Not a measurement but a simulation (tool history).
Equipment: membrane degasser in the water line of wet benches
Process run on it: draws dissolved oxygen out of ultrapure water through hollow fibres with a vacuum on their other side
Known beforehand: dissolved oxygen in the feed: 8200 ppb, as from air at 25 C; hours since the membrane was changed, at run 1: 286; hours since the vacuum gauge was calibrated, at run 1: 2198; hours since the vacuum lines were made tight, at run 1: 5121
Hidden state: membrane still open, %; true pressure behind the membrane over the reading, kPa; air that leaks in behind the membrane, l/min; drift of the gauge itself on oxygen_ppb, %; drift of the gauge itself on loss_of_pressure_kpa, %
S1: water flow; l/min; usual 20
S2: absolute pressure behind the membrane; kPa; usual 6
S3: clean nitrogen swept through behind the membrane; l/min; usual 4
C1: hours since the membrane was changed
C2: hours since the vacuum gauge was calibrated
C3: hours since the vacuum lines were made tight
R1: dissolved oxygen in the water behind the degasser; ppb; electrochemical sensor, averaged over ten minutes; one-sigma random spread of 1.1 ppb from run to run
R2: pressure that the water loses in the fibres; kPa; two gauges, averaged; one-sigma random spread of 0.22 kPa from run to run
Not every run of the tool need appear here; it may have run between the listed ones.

run    hour  S1     S2    S3    C1    C2    C3     R1     R2
  1       0  20      6     4   286  2198  5121    102  55.17
  2     267  20      6     4   553  2465  5388  105.6  54.91
  3   588.5  20      6     4   874  2787  5710  102.4  55.19
  4   798.2  20      6     4  1084  2997  5920  102.1  55.19
  5  1090.6  20      6     4  1376  3289  6212    105   55.1
  6  1411.5  20      6     4  1697  3610  6533  102.6  54.63
  7  1569.8  20      6     4  1856  3768  6691  104.5  54.89
  8  1831.8  20      6     4  2118  4030  6953  103.1  54.58
  9  2013.9  20      6   2.5  2300  4212  7135  120.3  54.56
 10  2273.3  20  12.18     4  2559  4472  7395  175.5  54.86
 11    2427  12   5.72  2.05  2713  4625  7548   58.7  32.83
 12  2630.6  25   5.72  2.05  2916  4829  7752  175.9  68.44
     2811.4  -- vacuum gauge calibrated
 13  2860.6  25  10.06  2.05  3146    49  7982  295.2  67.82
 14  3115.4  21    3.6  1.68  3401   304  8236   88.5  57.45
 15  3336.2  16      6     4  3621   525  8457   72.9   43.7
 16  3566.2  16      6     4  3852   755  8687   70.4  43.64

Forecast each of these 5 alternatives for the next run:
     3613.4  -- seals of the vacuum lines changed
  A  3858.4  22      6   5.2  4142  1045  245   ?   ?
     3613.4  -- seals of the vacuum lines changed
  B  3858.4  26      6     4  4142  1045  245   ?   ?
     3613.4  -- seals of the vacuum lines changed
  C  3858.4  21   5.42     4  4142  1045  245   ?   ?
     3613.4  -- seals of the vacuum lines changed
  D  3858.4  25  14.59  3.24  4142  1045  245   ?   ?
     3613.4  -- seals of the vacuum lines changed
  E  3858.4  14      6     4  4142  1045  245   ?   ?

run     R1     R2
  A    112   60.2
  B  154.7  70.92
  C  103.5  57.16
  D    306  67.96
  E   56.5  37.91
Had the tool no hidden state, the same runs would have come out as:
run     R1     R2
  A  111.9  60.83
  B  154.6  71.66
  C  103.4  57.76
  D  305.8  68.67
  E   56.4  38.31
